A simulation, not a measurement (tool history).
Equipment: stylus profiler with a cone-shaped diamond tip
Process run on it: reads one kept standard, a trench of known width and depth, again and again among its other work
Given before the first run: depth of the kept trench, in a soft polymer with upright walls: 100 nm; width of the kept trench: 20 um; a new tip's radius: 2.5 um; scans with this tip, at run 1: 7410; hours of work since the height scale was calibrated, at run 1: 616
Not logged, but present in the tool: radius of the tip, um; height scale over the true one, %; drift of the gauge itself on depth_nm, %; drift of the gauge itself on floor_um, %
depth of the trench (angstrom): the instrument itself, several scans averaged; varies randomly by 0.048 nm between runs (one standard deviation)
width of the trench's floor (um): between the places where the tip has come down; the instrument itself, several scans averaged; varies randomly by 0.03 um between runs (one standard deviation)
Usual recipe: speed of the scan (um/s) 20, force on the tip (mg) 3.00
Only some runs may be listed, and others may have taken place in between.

run,hour,speed of the scan (um/s),force on the tip (mg),scans with this tip,hours of work since the height scale was calibrated,depth of the trench (angstrom),width of the trench's floor (um)
1,0.0,20,3.00,7410,616,1013.4,18.31
2,20.1,20,3.00,7560,628,1014.0,18.30
3,46.8,20,2.57,7760,645,1013.6,18.32
4,77.0,20,3.06,7986,663,1013.7,18.28
5,105.5,20,3.06,8199,681,1014.7,18.32
6,133.5,20,3.06,8409,699,1014.6,18.33
7,166.6,20,3.06,8656,719,1013.7,18.30
8,198.6,20,3.06,8895,739,1013.6,18.29
9,232.0,20,3.06,9146,760,1014.2,18.28
10,250.8,15,2.20,9286,772,1011.5,18.31
11,273.4,20,2.50,9455,786,1013.3,18.29
12,289.3,20,2.50,9574,795,1013.1,18.25
13,315.3,41,1.45,9768,812,1010.0,18.05

Results per run with the tool's hidden condition removed, run-to-run variation unchanged:
run,depth of the trench (angstrom),width of the trench's floor (um)
1,1012.1,18.47
2,1012.6,18.46
3,1012.2,18.48
4,1012.2,18.46
5,1013.2,18.50
6,1013.1,18.51
7,1012.2,18.49
8,1012.0,18.48
9,1012.6,18.48
10,1009.9,18.51
11,1011.6,18.49
12,1011.4,18.46
13,1008.3,18.26
